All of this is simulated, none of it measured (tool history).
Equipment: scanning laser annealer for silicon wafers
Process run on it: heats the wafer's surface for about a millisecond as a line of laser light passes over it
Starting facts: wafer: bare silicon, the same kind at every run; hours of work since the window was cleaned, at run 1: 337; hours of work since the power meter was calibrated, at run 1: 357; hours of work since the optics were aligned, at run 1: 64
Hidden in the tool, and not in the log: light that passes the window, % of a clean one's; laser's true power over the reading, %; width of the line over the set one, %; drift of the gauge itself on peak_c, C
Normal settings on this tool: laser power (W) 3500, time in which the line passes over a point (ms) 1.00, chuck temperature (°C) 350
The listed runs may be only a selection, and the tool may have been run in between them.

run	hour	laser power (W)	time in which the line passes over a point (ms)	chuck temperature (°C)	hours of work since the window was cleaned	hours of work since the power meter was calibrated	hours of work since the optics were aligned	highest temperature of the surface (°C)
1	0.0	3500	1.00	350	337	357	64	1188
2	27.2	3500	1.12	350	350	370	77	1240
3	57.8	3500	1.12	350	364	384	91	1237
4	73.8	3500	1.12	350	372	392	99	1239
5	102.8	3500	1.00	350	385	405	112	1186
6	126.7	3500	1.00	350	396	416	123	1185
# hour 146.8: window over the wafer cleaned
7	159.2	3500	1.00	350	6	430	137	1190
8	185.8	3003	1.17	373	18	443	150	1116
9	220.1	3212	1.00	350	34	458	166	1099
10	242.2	3387	1.25	344	44	469	176	1237
11	281.1	3032	1.05	383	62	487	194	1094
12	297.2	3500	1.00	343	70	494	201	1182
13	328.8	3534	0.78	383	84	509	216	1132

Forecast run 14:
14	360.0	3534	0.78	383	99	523	230	?

Run 14 measured highest temperature of the surface (°C) 1133.
With the hidden condition absent and the run-to-run variation left alone, this run would have shown highest temperature of the surface (°C) 1133.
